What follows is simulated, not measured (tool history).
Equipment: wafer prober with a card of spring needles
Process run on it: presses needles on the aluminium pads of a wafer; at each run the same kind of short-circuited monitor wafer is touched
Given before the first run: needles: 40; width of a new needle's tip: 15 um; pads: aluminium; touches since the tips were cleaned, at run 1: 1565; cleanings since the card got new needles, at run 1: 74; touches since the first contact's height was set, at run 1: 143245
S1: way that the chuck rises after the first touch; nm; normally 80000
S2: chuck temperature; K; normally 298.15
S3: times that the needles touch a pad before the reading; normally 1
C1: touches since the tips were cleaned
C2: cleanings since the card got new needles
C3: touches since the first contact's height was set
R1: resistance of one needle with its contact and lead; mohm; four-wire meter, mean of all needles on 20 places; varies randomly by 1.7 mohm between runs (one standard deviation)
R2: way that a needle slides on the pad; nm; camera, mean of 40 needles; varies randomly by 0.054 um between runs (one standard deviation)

run 1 hour=0.0 | S1=80000 S2=298.15 S3=1 | C1=1565 C2=74 C3=143245 | R1=177 R2=16250
-- hour=5.9 tips cleaned on abrasive film
-- hour=15.5 tips cleaned on abrasive film
run 2 hour=17.0 | S1=80000 S2=298.15 S3=1 | C1=679 C2=76 C3=150769 | R1=173 R2=16190
-- hour=24.2 tips cleaned on abrasive film
-- hour=33.6 tips cleaned on abrasive film
run 3 hour=35.6 | S1=80000 S2=298.15 S3=3 | C1=901 C2=78 C3=159026 | R1=174 R2=16180
-- hour=43.7 tips cleaned on abrasive film
-- hour=53.6 tips cleaned on abrasive film
-- hour=62.1 tips cleaned on abrasive film
run 4 hour=62.1 | S1=80000 S2=298.15 S3=3 | C1=0 C2=81 C3=170806 | R1=175 R2=16230
-- hour=71.6 tips cleaned on abrasive film
run 5 hour=76.2 | S1=80000 S2=298.15 S3=1 | C1=2065 C2=82 C3=177078 | R1=173 R2=16150
-- hour=80.1 tips cleaned on abrasive film
-- hour=89.3 tips cleaned on abrasive film
run 6 hour=94.6 | S1=80000 S2=298.15 S3=2 | C1=2384 C2=84 C3=185260 | R1=175 R2=16180
-- hour=98.2 tips cleaned on abrasive film
-- hour=105.9 height of the first contact set anew
-- hour=107.6 tips cleaned on abrasive film
-- hour=117.8 tips cleaned on abrasive film
run 7 hour=124.4 | S1=80000 S2=298.15 S3=2 | C1=2952 C2=87 C3=8187 | R1=175 R2=16240
-- hour=126.4 tips cleaned on abrasive film
-- hour=135.3 tips cleaned on abrasive film
-- hour=145.3 tips cleaned on abrasive film
-- hour=155.0 tips cleaned on abrasive film
run 8 hour=155.0 | S1=80000 S2=298.15 S3=2 | C1=0 C2=91 C3=21756 | R1=172 R2=16290
-- hour=164.7 tips cleaned on abrasive film
run 9 hour=172.5 | S1=80000 S2=298.15 S3=2 | C1=3514 C2=92 C3=29547 | R1=176 R2=16250
-- hour=174.0 tips cleaned on abrasive film
-- hour=183.9 tips cleaned on abrasive film
run 10 hour=190.7 | S1=80000 S2=298.15 S3=2 | C1=3041 C2=94 C3=37637 | R1=173 R2=16310
-- hour=192.9 tips cleaned on abrasive film
-- hour=202.1 tips cleaned on abrasive film
-- hour=212.2 tips cleaned on abrasive film
run 11 hour=215.4 | S1=80000 S2=298.15 S3=2 | C1=1432 C2=97 C3=48578 | R1=175 R2=16190
-- hour=222.0 tips cleaned on abrasive film
run 12 hour=228.8 | S1=80000 S2=298.15 S3=2 | C1=3063 C2=98 C3=54541 | R1=174 R2=16250
-- hour=231.0 tips cleaned on abrasive film
-- hour=240.5 tips cleaned on abrasive film
run 13 hour=242.9 | S1=80000 S2=298.15 S3=2 | C1=1050 C2=100 C3=60769 | R1=175 R2=16380
-- hour=249.1 tips cleaned on abrasive film
-- hour=258.4 tips cleaned on abrasive film
run 14 hour=265.7 | S1=80000 S2=298.15 S3=2 | C1=3256 C2=102 C3=70911 | R1=173 R2=16340
-- hour=267.8 tips cleaned on abrasive film
-- hour=276.8 tips cleaned on abrasive film
run 15 hour=280.1 | S1=70000 S2=313.15 S3=1 | C1=1513 C2=104 C3=77305 | R1=177 R2=14330
-- hour=285.9 tips cleaned on abrasive film
-- hour=295.4 tips cleaned on abrasive film
-- hour=305.4 tips cleaned on abrasive film
run 16 hour=310.5 | S1=93000 S2=339.15 S3=1 | C1=2296 C2=107 C3=90782 | R1=183 R2=18970
-- hour=314.5 tips cleaned on abrasive film
-- hour=324.2 tips cleaned on abrasive film
-- hour=333.8 tips cleaned on abrasive film
run 17 hour=339.5 | S1=79000 S2=316.15 S3=2 | C1=2597 C2=110 C3=103694 | R1=174 R2=16130
-- hour=343.1 tips cleaned on abrasive film
-- hour=352.8 tips cleaned on abrasive film
run 18 hour=360.2 | S1=79000 S2=320.15 S3=2 | C1=3294 C2=112 C3=112862 | R1=178 R2=16200
-- hour=362.2 tips cleaned on abrasive film
-- hour=371.7 tips cleaned on abrasive film
-- hour=381.2 tips cleaned on abrasive film
run 19 hour=381.2 | S1=70000 S2=358.15 S3=1 | C1=0 C2=115 C3=122157 | R1=185 R2=14340
-- hour=391.2 tips cleaned on abrasive film
-- hour=400.7 tips cleaned on abrasive film
-- hour=409.3 tips cleaned on abrasive film
run 20 hour=411.5 | S1=65000 S2=360.15 S3=1 | C1=991 C2=118 C3=135640 | R1=186 R2=13310
-- hour=417.7 tips cleaned on abrasive film
-- hour=427.1 tips cleaned on abrasive film
run 21 hour=428.9 | S1=80000 S2=366.15 S3=1 | C1=837 C2=120 C3=143346 | R1=184 R2=16470
-- hour=436.7 tips cleaned on abrasive film
-- hour=445.6 tips cleaned on abrasive film
-- hour=454.9 tips cleaned on abrasive film
run 22 hour=457.5 | S1=80000 S2=304.15 S3=2 | C1=1155 C2=123 C3=156039 | R1=176 R2=16550
-- hour=463.8 tips cleaned on abrasive film
-- hour=473.3 tips cleaned on abrasive film
-- hour=483.1 tips cleaned on abrasive film
run 23 hour=488.7 | S1=80000 S2=328.15 S3=1 | C1=2528 C2=126 C3=169898 | R1=178 R2=16490
-- hour=490.3 gauge calibrated
-- hour=491.9 tips cleaned on abrasive film
-- hour=500.9 tips cleaned on abrasive film
-- hour=509.8 tips cleaned on abrasive film
-- hour=518.8 tips cleaned on abrasive film
run 24 hour=519.5 | S1=83000 S2=328.15 S3=3 | C1=353 C2=130 C3=183562 | R1=180 R2=16710
-- hour=527.6 tips cleaned on abrasive film
-- hour=533.4 height of the first contact set anew
-- hour=537.6 tips cleaned on abrasive film
run 25 hour=545.6 | S1=83000 S2=328.15 S3=3 | C1=3594 C2=132 C3=5446 | R1=178 R2=16860
-- hour=547.4 tips cleaned on abrasive film
-- hour=557.7 tips cleaned on abrasive film
run 26 hour=562.5 | S1=83000 S2=328.15 S3=2 | C1=2140 C2=134 C3=12912 | R1=181 R2=16730
-- hour=566.3 tips cleaned on abrasive film
-- hour=576.1 tips cleaned on abrasive film
run 27 hour=577.5 | S1=72000 S2=298.15 S3=1 | C1=635 C2=136 C3=19567 | R1=172 R2=14500

Each row is a separate what-if for the run after 27, all from the same tool condition, not one after another. Results?
-- hour=585.0 tips cleaned on abrasive film
-- hour=594.2 tips cleaned on abrasive film
run A hour=598.1 | S1=87000 S2=322.15 S3=2 | C1=1723 C2=138 C3=28711 | R1=? R2=?
-- hour=585.0 tips cleaned on abrasive film
-- hour=594.2 tips cleaned on abrasive film
run B hour=598.1 | S1=80000 S2=305.15 S3=1 | C1=1723 C2=138 C3=28711 | R1=? R2=?
-- hour=585.0 tips cleaned on abrasive film
-- hour=594.2 tips cleaned on abrasive film
run C hour=598.1 | S1=71000 S2=373.15 S3=2 | C1=1723 C2=138 C3=28711 | R1=? R2=?
-- hour=585.0 tips cleaned on abrasive film
-- hour=594.2 tips cleaned on abrasive film
run D hour=598.1 | S1=98000 S2=331.15 S3=1 | C1=1723 C2=138 C3=28711 | R1=? R2=?
-- hour=585.0 tips cleaned on abrasive film
-- hour=594.2 tips cleaned on abrasive film
run E hour=598.1 | S1=69000 S2=351.15 S3=2 | C1=1723 C2=138 C3=28711 | R1=? R2=?

run=A R1=176 R2=17570
run=B R1=176 R2=16200
run=C R1=187 R2=14420
run=D R1=179 R2=19760
run=E R1=185 R2=14050
Without the tool's unlogged condition, the same runs would have read:
run=A R1=176 R2=17500
run=B R1=175 R2=16130
run=C R1=187 R2=14360
run=D R1=178 R2=19680
run=E R1=184 R2=14000

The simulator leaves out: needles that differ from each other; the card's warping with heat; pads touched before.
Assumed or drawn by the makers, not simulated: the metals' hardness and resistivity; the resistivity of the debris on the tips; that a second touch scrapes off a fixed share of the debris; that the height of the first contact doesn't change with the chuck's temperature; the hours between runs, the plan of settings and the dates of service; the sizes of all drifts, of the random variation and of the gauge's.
